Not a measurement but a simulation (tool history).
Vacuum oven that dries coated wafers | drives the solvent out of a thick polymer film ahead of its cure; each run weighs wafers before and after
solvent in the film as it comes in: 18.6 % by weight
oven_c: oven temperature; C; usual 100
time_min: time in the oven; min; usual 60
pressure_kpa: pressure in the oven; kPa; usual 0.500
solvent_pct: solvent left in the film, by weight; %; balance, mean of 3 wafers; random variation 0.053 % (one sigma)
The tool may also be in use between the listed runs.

| run | hour | oven_c | time_min | pressure_kpa | solvent_pct |
|---|---|---|---|---|---|
| 1 | 0.0 | 100 | 60 | 0.500 | 2.05 |
| 2 | 61.2 | 100 | 60 | 0.500 | 1.97 |
|  | 124.2 | oven's thermocouples calibrated |
| 3 | 126.6 | 100 | 60 | 0.500 | 2.21 |
| 4 | 196.6 | 100 | 60 | 0.500 | 2.30 |
| 5 | 241.7 | 100 | 89 | 0.500 | 1.29 |
| 6 | 299.0 | 100 | 89 | 0.291 | 1.18 |
| 7 | 373.1 | 100 | 89 | 0.291 | 1.22 |
| 8 | 419.6 | 100 | 60 | 0.500 | 2.23 |
| 9 | 494.8 | 100 | 60 | 0.500 | 2.22 |
| 10 | 543.2 | 100 | 104 | 0.500 | 1.17 |
| 11 | 608.7 | 100 | 60 | 1.370 | 2.73 |
| 12 | 657.2 | 100 | 60 | 1.370 | 2.65 |
| 13 | 743.2 | 100 | 60 | 1.370 | 2.70 |
| 14 | 782.0 | 100 | 60 | 1.370 | 2.74 |
| 15 | 821.4 | 100 | 60 | 1.370 | 2.71 |
| 16 | 900.5 | 100 | 60 | 1.370 | 2.78 |
| 17 | 983.1 | 100 | 60 | 1.370 | 2.72 |
| 18 | 1064.4 | 100 | 60 | 0.500 | 2.29 |
|  | 1131.8 | vacuum gauge cleaned of residue and calibrated |
| 19 | 1131.8 | 98 | 60 | 0.500 | 1.78 |
| 20 | 1215.2 | 100 | 60 | 0.500 | 1.50 |
| 21 | 1281.8 | 100 | 60 | 0.500 | 1.59 |
| 22 | 1341.0 | 111 | 81 | 1.021 | 0.43 |
| 23 | 1384.8 | 100 | 35 | 0.455 | 3.78 |
| 24 | 1460.1 | 100 | 35 | 0.455 | 3.70 |
|  | 1483.2 | oven's thermocouples calibrated |
| 25 | 1507.5 | 100 | 35 | 0.455 | 4.01 |
| 26 | 1597.9 | 100 | 35 | 0.455 | 3.97 |
| 27 | 1674.2 | 109 | 45 | 0.472 | 1.12 |
| 28 | 1717.4 | 100 | 72 | 0.905 | 1.42 |
| 29 | 1805.1 | 100 | 72 | 0.905 | 1.43 |
| 30 | 1874.5 | 88 | 35 | 0.262 | 7.60 |
| 31 | 1923.5 | 100 | 82 | 0.500 | 0.92 |
| 32 | 1967.8 | 100 | 82 | 0.500 | 1.05 |
| 33 | 2027.0 | 101 | 95 | 1.086 | 1.08 |
| 34 | 2098.2 | 96 | 39 | 1.110 | 4.94 |
| 35 | 2164.3 | 88 | 100 | 1.367 | 3.35 |
| 36 | 2227.5 | 88 | 100 | 1.367 | 3.19 |
| 37 | 2278.0 | 97 | 82 | 0.500 | 1.39 |
| 38 | 2332.1 | 97 | 48 | 0.500 | 3.30 |
| 39 | 2419.7 | 100 | 54 | 1.342 | 2.55 |
| 40 | 2477.9 | 100 | 54 | 1.342 | 2.52 |
| 41 | 2554.8 | 100 | 74 | 0.766 | 1.39 |
| 42 | 2598.4 | 100 | 73 | 0.253 | 1.09 |

The same runs without the tool's hidden state, with the same run-to-run variation:
The hidden state here: true wafer temperature over the reading, C; true pressure over the reading, kPa; drift of the gauge itself on solvent_pct, %.
| run | solvent_pct |
|---|---|
| 1 | 1.69 |
| 2 | 1.62 |
| 3 | 1.67 |
| 4 | 1.74 |
| 5 | 0.69 |
| 6 | 0.58 |
| 7 | 0.62 |
| 8 | 1.68 |
| 9 | 1.67 |
| 10 | 0.52 |
| 11 | 2.18 |
| 12 | 2.10 |
| 13 | 2.15 |
| 14 | 2.20 |
| 15 | 2.15 |
| 16 | 2.23 |
| 17 | 2.17 |
| 18 | 1.72 |
| 19 | 1.94 |
| 20 | 1.63 |
| 21 | 1.72 |
| 22 | 0.43 |
| 23 | 4.02 |
| 24 | 3.94 |
| 25 | 4.00 |
| 26 | 3.96 |
| 27 | 1.08 |
| 28 | 1.36 |
| 29 | 1.36 |
| 30 | 7.59 |
| 31 | 0.83 |
| 32 | 0.95 |
| 33 | 0.96 |
| 34 | 4.95 |
| 35 | 3.25 |
| 36 | 3.08 |
| 37 | 1.28 |
| 38 | 3.29 |
| 39 | 2.51 |
| 40 | 2.48 |
| 41 | 1.26 |
| 42 | 0.95 |

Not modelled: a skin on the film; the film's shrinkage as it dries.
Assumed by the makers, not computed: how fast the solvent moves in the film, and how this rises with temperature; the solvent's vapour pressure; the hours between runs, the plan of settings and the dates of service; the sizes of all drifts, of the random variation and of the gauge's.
